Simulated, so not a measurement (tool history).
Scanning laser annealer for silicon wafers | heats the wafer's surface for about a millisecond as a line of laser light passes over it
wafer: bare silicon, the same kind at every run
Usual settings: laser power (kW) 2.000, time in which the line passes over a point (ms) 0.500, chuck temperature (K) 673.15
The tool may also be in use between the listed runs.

run,hour,laser power (kW),time in which the line passes over a point (ms),chuck temperature (K),highest temperature of the surface (K)
1,0.0,2.000,0.500,673.15,1495.15
2,28.2,2.000,0.565,673.15,1542.15
3,68.8,2.000,0.565,653.15,1520.15
4,94.3,2.000,0.565,653.15,1519.15
5,114.7,2.000,0.565,653.15,1517.15
6,141.7,2.000,0.565,653.15,1522.15
7,177.5,2.000,0.565,653.15,1520.15
8,204.0,2.000,0.565,653.15,1522.15
9,236.6,2.000,0.565,653.15,1523.15
10,256.4,1.826,0.400,679.15,1358.15
11,297.9,1.846,0.516,679.15,1443.15
12,330.0,1.846,0.516,679.15,1449.15

Taken out of this log: 1 entry between the listed runs. Where each belongs, and how the hidden state differs across it:
Between runs 8 and 9: window over the wafer cleaned (hour 236.6)
  light that passes the window, % of a clean one's: 99.94 -> 100
